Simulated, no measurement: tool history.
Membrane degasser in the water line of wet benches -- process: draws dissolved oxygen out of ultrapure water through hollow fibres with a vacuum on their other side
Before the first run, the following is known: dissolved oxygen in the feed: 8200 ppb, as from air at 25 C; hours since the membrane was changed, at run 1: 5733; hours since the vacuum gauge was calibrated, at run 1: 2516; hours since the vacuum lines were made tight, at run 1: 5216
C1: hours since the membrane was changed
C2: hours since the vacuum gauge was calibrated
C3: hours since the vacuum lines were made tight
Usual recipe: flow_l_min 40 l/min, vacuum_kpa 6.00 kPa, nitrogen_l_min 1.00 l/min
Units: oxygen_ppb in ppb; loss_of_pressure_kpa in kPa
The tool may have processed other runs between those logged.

run 1 hour=0.0 | flow_l_min=40 vacuum_kpa=6.00 nitrogen_l_min=1.00 | C1=5733 C2=2516 C3=5216 | oxygen_ppb=466.2 loss_of_pressure_kpa=35.84
run 2 hour=114.3 | flow_l_min=40 vacuum_kpa=6.00 nitrogen_l_min=1.00 | C1=5848 C2=2630 C3=5331 | oxygen_ppb=465.7 loss_of_pressure_kpa=35.85
run 3 hour=272.1 | flow_l_min=40 vacuum_kpa=7.06 nitrogen_l_min=1.00 | C1=6005 C2=2788 C3=5488 | oxygen_ppb=543.6 loss_of_pressure_kpa=36.01
run 4 hour=372.3 | flow_l_min=40 vacuum_kpa=7.06 nitrogen_l_min=1.00 | C1=6106 C2=2888 C3=5588 | oxygen_ppb=541.0 loss_of_pressure_kpa=36.01
run 5 hour=452.5 | flow_l_min=40 vacuum_kpa=6.00 nitrogen_l_min=1.00 | C1=6186 C2=2968 C3=5669 | oxygen_ppb=463.1 loss_of_pressure_kpa=35.91
run 6 hour=590.0 | flow_l_min=40 vacuum_kpa=5.26 nitrogen_l_min=1.00 | C1=6323 C2=3106 C3=5806 | oxygen_ppb=411.8 loss_of_pressure_kpa=35.84
run 7 hour=769.2 | flow_l_min=40 vacuum_kpa=5.26 nitrogen_l_min=1.00 | C1=6503 C2=3285 C3=5985 | oxygen_ppb=414.0 loss_of_pressure_kpa=36.03
run 8 hour=900.5 | flow_l_min=40 vacuum_kpa=5.26 nitrogen_l_min=1.00 | C1=6634 C2=3416 C3=6117 | oxygen_ppb=417.3 loss_of_pressure_kpa=36.15
run 9 hour=1044.4 | flow_l_min=40 vacuum_kpa=5.26 nitrogen_l_min=1.00 | C1=6778 C2=3560 C3=6261 | oxygen_ppb=417.6 loss_of_pressure_kpa=36.05
run 10 hour=1205.6 | flow_l_min=40 vacuum_kpa=5.26 nitrogen_l_min=1.00 | C1=6939 C2=3721 C3=6422 | oxygen_ppb=415.1 loss_of_pressure_kpa=36.11
run 11 hour=1367.4 | flow_l_min=40 vacuum_kpa=6.00 nitrogen_l_min=0.78 | C1=7101 C2=3883 C3=6584 | oxygen_ppb=514.2 loss_of_pressure_kpa=36.19
run 12 hour=1474.7 | flow_l_min=40 vacuum_kpa=6.00 nitrogen_l_min=0.78 | C1=7208 C2=3990 C3=6691 | oxygen_ppb=510.6 loss_of_pressure_kpa=36.19
run 13 hour=1628.5 | flow_l_min=40 vacuum_kpa=6.00 nitrogen_l_min=0.78 | C1=7362 C2=4144 C3=6845 | oxygen_ppb=511.4 loss_of_pressure_kpa=36.30
run 14 hour=1771.8 | flow_l_min=40 vacuum_kpa=6.00 nitrogen_l_min=0.78 | C1=7505 C2=4287 C3=6988 | oxygen_ppb=514.7 loss_of_pressure_kpa=36.33
run 15 hour=1860.6 | flow_l_min=40 vacuum_kpa=6.00 nitrogen_l_min=0.78 | C1=7594 C2=4376 C3=7077 | oxygen_ppb=512.1 loss_of_pressure_kpa=36.47
run 16 hour=1935.7 | flow_l_min=40 vacuum_kpa=6.00 nitrogen_l_min=0.78 | C1=7669 C2=4451 C3=7152 | oxygen_ppb=505.5 loss_of_pressure_kpa=36.09
run 17 hour=2055.2 | flow_l_min=40 vacuum_kpa=6.00 nitrogen_l_min=0.78 | C1=7789 C2=4571 C3=7271 | oxygen_ppb=509.4 loss_of_pressure_kpa=36.29
run 18 hour=2225.5 | flow_l_min=40 vacuum_kpa=6.00 nitrogen_l_min=0.78 | C1=7959 C2=4741 C3=7442 | oxygen_ppb=513.9 loss_of_pressure_kpa=36.57
run 19 hour=2362.0 | flow_l_min=37 vacuum_kpa=13.15 nitrogen_l_min=0.63 | C1=8095 C2=4878 C3=7578 | oxygen_ppb=1165.1 loss_of_pressure_kpa=33.56
run 20 hour=2451.9 | flow_l_min=37 vacuum_kpa=13.15 nitrogen_l_min=0.63 | C1=8185 C2=4968 C3=7668 | oxygen_ppb=1157.3 loss_of_pressure_kpa=33.66
run 21 hour=2587.1 | flow_l_min=37 vacuum_kpa=13.15 nitrogen_l_min=0.63 | C1=8320 C2=5103 C3=7803 | oxygen_ppb=1161.3 loss_of_pressure_kpa=33.81
run 22 hour=2713.5 | flow_l_min=37 vacuum_kpa=5.80 nitrogen_l_min=1.44 | C1=8447 C2=5229 C3=7930 | oxygen_ppb=366.0 loss_of_pressure_kpa=33.86
run 23 hour=2806.8 | flow_l_min=45 vacuum_kpa=3.62 nitrogen_l_min=2.60 | C1=8540 C2=5322 C3=8023 | oxygen_ppb=319.2 loss_of_pressure_kpa=41.12
run 24 hour=2903.2 | flow_l_min=45 vacuum_kpa=3.62 nitrogen_l_min=2.60 | C1=8637 C2=5419 C3=8119 | oxygen_ppb=314.4 loss_of_pressure_kpa=41.08
run 25 hour=3014.8 | flow_l_min=45 vacuum_kpa=3.62 nitrogen_l_min=2.60 | C1=8748 C2=5530 C3=8231 | oxygen_ppb=313.7 loss_of_pressure_kpa=41.14
run 26 hour=3146.2 | flow_l_min=45 vacuum_kpa=3.62 nitrogen_l_min=2.60 | C1=8880 C2=5662 C3=8362 | oxygen_ppb=312.7 loss_of_pressure_kpa=40.98
run 27 hour=3302.1 | flow_l_min=58 vacuum_kpa=6.00 nitrogen_l_min=1.00 | C1=9035 C2=5818 C3=8518 | oxygen_ppb=668.6 loss_of_pressure_kpa=53.16
run 28 hour=3404.5 | flow_l_min=30 vacuum_kpa=4.66 nitrogen_l_min=0.76 | C1=9138 C2=5920 C3=8621 | oxygen_ppb=286.1 loss_of_pressure_kpa=27.28
run 29 hour=3567.1 | flow_l_min=51 vacuum_kpa=5.50 nitrogen_l_min=2.43 | C1=9300 C2=6083 C3=8783 | oxygen_ppb=445.8 loss_of_pressure_kpa=46.64
run 30 hour=3667.2 | flow_l_min=35 vacuum_kpa=3.70 nitrogen_l_min=2.43 | C1=9401 C2=6183 C3=8883 | oxygen_ppb=237.1 loss_of_pressure_kpa=31.99
-- hour=3678.2 vacuum gauge calibrated
-- hour=3778.2 gauge calibrated
run 31 hour=3779.8 | flow_l_min=35 vacuum_kpa=3.70 nitrogen_l_min=1.12 | C1=9513 C2=102 C3=8996 | oxygen_ppb=251.0 loss_of_pressure_kpa=31.41
run 32 hour=3855.2 | flow_l_min=40 vacuum_kpa=5.02 nitrogen_l_min=1.22 | C1=9588 C2=177 C3=9071 | oxygen_ppb=372.9 loss_of_pressure_kpa=35.91
run 33 hour=3957.2 | flow_l_min=64 vacuum_kpa=5.03 nitrogen_l_min=0.48 | C1=9690 C2=279 C3=9173 | oxygen_ppb=737.9 loss_of_pressure_kpa=57.42

Hidden condition of the tool, last listed run before each entry between runs versus first listed run after:
Between runs 30 and 31: vacuum gauge calibrated (hour 3678.2); gauge calibrated (hour 3778.2)
  drift of the gauge itself on loss_of_pressure_kpa, %: 2.04 -> 0
  difference, measured minus the result without the unlogged condition, loss_of_pressure_kpa: +0.66 -> +0.01 kPa
